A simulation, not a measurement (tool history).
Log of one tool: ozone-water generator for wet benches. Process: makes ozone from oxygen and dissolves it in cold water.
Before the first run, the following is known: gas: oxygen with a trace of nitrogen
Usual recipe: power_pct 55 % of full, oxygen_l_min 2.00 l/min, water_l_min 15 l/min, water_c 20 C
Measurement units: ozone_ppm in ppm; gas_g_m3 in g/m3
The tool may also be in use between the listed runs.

run    hour  power_pct  oxygen_l_min  water_l_min  water_c  ozone_ppm  gas_g_m3
  1     0.0         55          2.00           15       20       14.3     207.6
  2   196.5         55          2.00           15       24       13.7     203.8
  3   385.0         55          2.00           19       20       11.3     206.8
      522.9  -- contactor cleaned
  4   553.7         55          2.00           19       20       11.3     208.2
      703.8  -- water thermometer calibrated
  5   714.1         55          2.00           19       20       11.6     205.1
  6   900.2         55          2.00           19       20       11.4     204.4
  7  1023.6         55          2.00           19       20       11.5     207.3
  8  1137.1         55          2.00           19       20       11.3     204.5
  9  1235.1         55          2.00           19       20       11.4     204.9
 10  1362.7         55          2.00           10       20       20.8     207.7
 11  1489.9         55          2.00           10       20       21.0     206.1
 12  1578.5         55          2.00           10       20       20.7     204.6
 13  1746.3         55          2.00           15       20       14.8     205.9
 14  1840.1         55          2.00           15       20       14.5     207.1
 15  1973.9         55          2.00           15       20       14.6     207.6
 16  2149.3         55          2.00           15       20       14.6     206.7
 17  2329.5         55          2.00           15       20       14.7     206.0
 18  2456.1         67          1.69           17       17       15.2     270.8
 19  2560.9         67          1.69           17       26       14.1     271.0
 20  2723.8         67          1.69           17       26       14.1     271.1
 21  2876.7         67          1.69           17       26       14.1     271.3
 22  3015.3         76          2.57           19       15       16.4     237.6
 23  3168.6         72          3.16           11       21       23.7     201.1
 24  3283.1         72          3.16           11       21       24.2     201.8
 25  3479.4         72          3.16           11       21       24.5     201.9
 26  3624.4         67          1.23           18       13       13.8     321.9
 27  3796.8         56          1.13           18       13       11.2     292.3
 28  3983.8         55          2.00           21       20       10.3     206.9
 29  4148.8         65          1.92           10       20       24.4     244.7
 30  4314.9         66          1.24           10       20       23.9     318.8
 31  4478.0         55          2.00           15       18       14.6     206.7
 32  4663.9         43          2.19           14       18       12.8     156.7
 33  4836.2         43          2.19           14       18       12.6     156.4
 34  5021.3         43          2.19           14       18       12.9     157.9

Branching from run 34: 3 alternative next runs. What would each branch give?
  A  5129.1         43          2.34           10       12          ?         ?
  B  5129.1         43          2.54           24       16          ?         ?
  C  5129.1         99          1.07           14       25          ?         ?

run  ozone_ppm  gas_g_m3
  A       18.7     150.3
  B        7.7     145.0
  C       22.6     491.3
Take away the tool's hidden state, keep each run's random variation, and the runs would have read:
run  ozone_ppm  gas_g_m3
  A       18.8     150.4
  B        7.7     145.2
  C       22.7     492.4

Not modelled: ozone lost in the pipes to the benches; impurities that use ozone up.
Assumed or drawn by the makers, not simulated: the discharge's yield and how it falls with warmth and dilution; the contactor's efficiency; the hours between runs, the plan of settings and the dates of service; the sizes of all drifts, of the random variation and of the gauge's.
